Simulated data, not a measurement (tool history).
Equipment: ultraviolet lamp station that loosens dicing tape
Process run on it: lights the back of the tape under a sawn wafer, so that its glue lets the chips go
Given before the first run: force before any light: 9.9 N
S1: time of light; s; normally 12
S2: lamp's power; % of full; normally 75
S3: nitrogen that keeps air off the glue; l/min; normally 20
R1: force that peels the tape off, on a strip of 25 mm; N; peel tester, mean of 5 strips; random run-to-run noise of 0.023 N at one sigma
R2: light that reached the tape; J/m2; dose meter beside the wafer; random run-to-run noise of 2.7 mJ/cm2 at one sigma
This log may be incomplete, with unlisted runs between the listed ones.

Run 1, day 0: usual settings. Result: R1 1.163 N, R2 3690 J/m2.
Run 2, day 0.667: usual settings. Result: R1 1.222 N, R2 3620 J/m2.
Run 3, day 1.362: usual settings. Result: R1 1.189 N, R2 3650 J/m2.
Run 4, day 1.888: usual settings. Result: R1 1.237 N, R2 3630 J/m2.
Run 5, day 2.229: usual settings but S1 11 s. Result: R1 1.465 N, R2 3290 J/m2.
Run 6, day 2.971: usual settings but S1 11 s. Result: R1 1.443 N, R2 3300 J/m2.
Run 7, day 3.621: usual settings but S1 13 s, S2 98 % of full. Result: R1 0.569 N, R2 5060 J/m2.
Run 8, day 4.058: usual settings but S2 84 % of full, S3 37 l/min. Result: R1 0.733 N, R2 3990 J/m2.
Run 9, day 4.529: usual settings but S1 13 s, S2 70 % of full, S3 36 l/min. Result: R1 0.956 N, R2 3580 J/m2.
Run 10, day 4.854: usual settings but S1 15 s, S3 14 l/min. Result: R1 1.013 N, R2 4390 J/m2.
Run 11, day 5.404: usual settings but S1 15 s, S3 14 l/min. Result: R1 0.995 N, R2 4410 J/m2.
Run 12, day 5.958: usual settings but S1 15 s, S3 14 l/min. Result: R1 1.006 N, R2 4340 J/m2.

Some steps in R1, run to run, broken into two amounts with sign: the step expected even without the hidden condition (settings, incoming material, random variation), and the rest, left for the hidden condition together with whatever gauge scatter is not in both the measured and the hidden-condition-free result:
The hidden state here: lamp's light, % of a new lamp's; light that the window lets through, % of a clean one's; drift of the gauge itself on peel_n, %; drift of the gauge itself on dose_mj_cm2, %.
Run 6 -> 7: S1 11 -> 13, S2 75 -> 98. R1 -0.874 N: hidden state -0.036, all else -0.838.
